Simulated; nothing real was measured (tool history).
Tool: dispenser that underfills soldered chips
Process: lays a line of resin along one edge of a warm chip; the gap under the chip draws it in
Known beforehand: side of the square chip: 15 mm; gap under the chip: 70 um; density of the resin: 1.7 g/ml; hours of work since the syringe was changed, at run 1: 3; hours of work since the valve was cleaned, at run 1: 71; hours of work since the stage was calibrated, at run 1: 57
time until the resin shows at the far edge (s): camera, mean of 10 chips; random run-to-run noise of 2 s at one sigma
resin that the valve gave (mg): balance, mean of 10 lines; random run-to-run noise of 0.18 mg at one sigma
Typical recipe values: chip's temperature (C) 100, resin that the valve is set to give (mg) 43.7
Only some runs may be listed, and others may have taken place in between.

run,hour,chip's temperature (C),resin that the valve is set to give (mg),hours of work since the syringe was changed,hours of work since the valve was cleaned,hours of work since the stage was calibrated,time until the resin shows at the far edge (s),resin that the valve gave (mg)
1,0.0,100,43.7,3,71,57,234.3,42.29
2,2.3,100,43.8,4,72,59,258.9,42.37
3,6.0,85,43.7,7,75,61,601.6,42.12
4,8.1,100,43.7,8,76,63,339.0,42.16
# hour 9.0: new syringe of resin
5,13.3,100,43.7,3,79,66,245.2,42.04
6,16.6,100,47.0,5,82,68,279.2,45.50
7,20.4,100,43.7,8,84,70,341.3,41.99
# hour 22.0: new syringe of resin
8,23.3,100,43.7,1,86,72,209.6,42.00
9,28.0,109,43.7,4,89,75,181.5,42.09
10,30.9,85,43.7,6,91,77,591.4,41.87
# hour 34.8: new syringe of resin
11,35.2,85,43.7,0,94,80,387.6,41.73
12,38.7,85,43.7,3,96,82,454.0,41.99
13,43.8,85,43.7,6,99,86,574.6,41.77
# hour 47.9: new syringe of resin
14,48.5,100,56.5,0,102,89,194.0,53.95
15,53.4,100,56.5,4,105,92,242.6,53.93
16,55.9,100,52.5,5,107,93,276.0,49.70
17,59.7,100,43.7,8,110,96,337.3,41.42
# hour 61.0: new syringe of resin
18,65.1,100,43.7,3,113,99,234.2,41.90
19,69.8,101,54.7,6,116,102,280.9,52.02
# hour 74.0: new syringe of resin
20,74.6,101,54.7,0,119,105,187.6,51.63
21,78.1,101,54.7,3,121,108,222.3,51.52
22,82.7,105,41.9,6,125,111,236.9,39.43
# hour 86.9: new syringe of resin
23,87.1,105,41.9,0,127,114,156.7,39.60
24,89.4,105,41.9,2,129,115,174.4,39.39
25,94.2,97,55.4,5,132,118,304.1,52.40
26,98.2,97,55.4,8,135,121,363.6,52.20
# hour 99.8: new syringe of resin
# hour 101.3: dispensing valve cleaned and set on the balance
27,102.1,111,50.9,1,1,123,128.3,50.99
28,106.7,109,46.0,4,4,126,173.2,45.93
29,110.2,92,40.7,6,6,128,428.8,40.60
# hour 113.8: new syringe of resin
30,114.3,92,40.7,0,8,131,273.8,40.58
31,119.2,101,45.5,4,12,134,233.4,45.51
32,121.8,101,45.5,5,13,136,267.7,45.42
33,124.4,101,45.5,7,15,137,299.5,45.41
# hour 126.8: new syringe of resin
34,126.9,110,44.3,0,17,139,127.7,43.96
35,131.0,96,44.3,3,19,141,277.0,44.31

For each entry between runs, how does the tool's hidden state at the last listed run before it compare with that at the first listed run after it?
After run 4, before run 5: new syringe of resin (hour 9.0)
  resin's viscosity, % of fresh resin's: 176.9 -> 123.5; dose that the valve gives, % of what is set: 96.56 -> 96.43; true chip temperature over the reading, C: 0 -> 0.02
  difference, measured minus the result without the unlogged condition, time until the resin shows at the far edge (s): +148.3 -> +47.3; resin that the valve gave (mg): -1.49 -> -1.56
After run 7, before run 8: new syringe of resin (hour 22.0)
  resin's viscosity, % of fresh resin's: 174.1 -> 108.3; dose that the valve gives, % of what is set: 96.22 -> 96.14; true chip temperature over the reading, C: 0.04 -> 0.05
  difference, measured minus the result without the unlogged condition, time until the resin shows at the far edge (s): +145.9 -> +16.6; resin that the valve gave (mg): -1.65 -> -1.68
After run 10, before run 11: new syringe of resin (hour 34.8)
  resin's viscosity, % of fresh resin's: 155.7 -> 102.1; dose that the valve gives, % of what is set: 95.93 -> 95.82; true chip temperature over the reading, C: 0.08 -> 0.09
  difference, measured minus the result without the unlogged condition, time until the resin shows at the far edge (s): +211.9 -> +8.1; resin that the valve gave (mg): -1.78 -> -1.82
After run 13, before run 14: new syringe of resin (hour 47.9)
  resin's viscosity, % of fresh resin's: 154.6 -> 102.6; dose that the valve gives, % of what is set: 95.57 -> 95.45; true chip temperature over the reading, C: 0.12 -> 0.13
  difference, measured minus the result without the unlogged condition, time until the resin shows at the far edge (s): +202.6 -> +3.9; resin that the valve gave (mg): -1.94 -> -2.58
After run 17, before run 18: new syringe of resin (hour 61.0)
  resin's viscosity, % of fresh resin's: 176.6 -> 121.9; dose that the valve gives, % of what is set: 95.13 -> 94.99; true chip temperature over the reading, C: 0.17 -> 0.19
  difference, measured minus the result without the unlogged condition, time until the resin shows at the far edge (s): +146.1 -> +41.6; resin that the valve gave (mg): -2.12 -> -2.21
After run 19, before run 20: new syringe of resin (hour 74.0)
  resin's viscosity, % of fresh resin's: 153 -> 103.1; dose that the valve gives, % of what is set: 94.85 -> 94.73; true chip temperature over the reading, C: 0.2 -> 0.22
  difference, measured minus the result without the unlogged condition, time until the resin shows at the far edge (s): +96.0 -> +4.3; resin that the valve gave (mg): -2.83 -> -2.87
After run 22, before run 23: new syringe of resin (hour 86.9)
  resin's viscosity, % of fresh resin's: 152.6 -> 99.5; dose that the valve gives, % of what is set: 94.51 -> 94.4; true chip temperature over the reading, C: 0.24 -> 0.26
  difference, measured minus the result without the unlogged condition, time until the resin shows at the far edge (s): +81.6 -> -1.1; resin that the valve gave (mg): -2.29 -> -2.35
After run 26, before run 27: new syringe of resin (hour 99.8); dispensing valve cleaned and set on the balance (hour 101.3)
  resin's viscosity, % of fresh resin's: 170.1 -> 106.6; dose that the valve gives, % of what is set: 94.11 -> 100.28
  difference, measured minus the result without the unlogged condition, time until the resin shows at the far edge (s): +147.5 -> +6.4; resin that the valve gave (mg): -3.27 -> +0.14
After run 29, before run 30: new syringe of resin (hour 113.8)
  resin's viscosity, % of fresh resin's: 158 -> 101.7; dose that the valve gives, % of what is set: 100.04 -> 99.93; true chip temperature over the reading, C: 0.33 -> 0.35
  difference, measured minus the result without the unlogged condition, time until the resin shows at the far edge (s): +153.3 -> +0.4; resin that the valve gave (mg): +0.02 -> -0.03
After run 33, before run 34: new syringe of resin (hour 126.8)
  resin's viscosity, % of fresh resin's: 165.6 -> 100.7; dose that the valve gives, % of what is set: 99.65 -> 99.58; true chip temperature over the reading, C: 0.38 -> 0.39
  difference, measured minus the result without the unlogged condition, time until the resin shows at the far edge (s): +115.6 -> -1.0; resin that the valve gave (mg): -0.16 -> -0.19
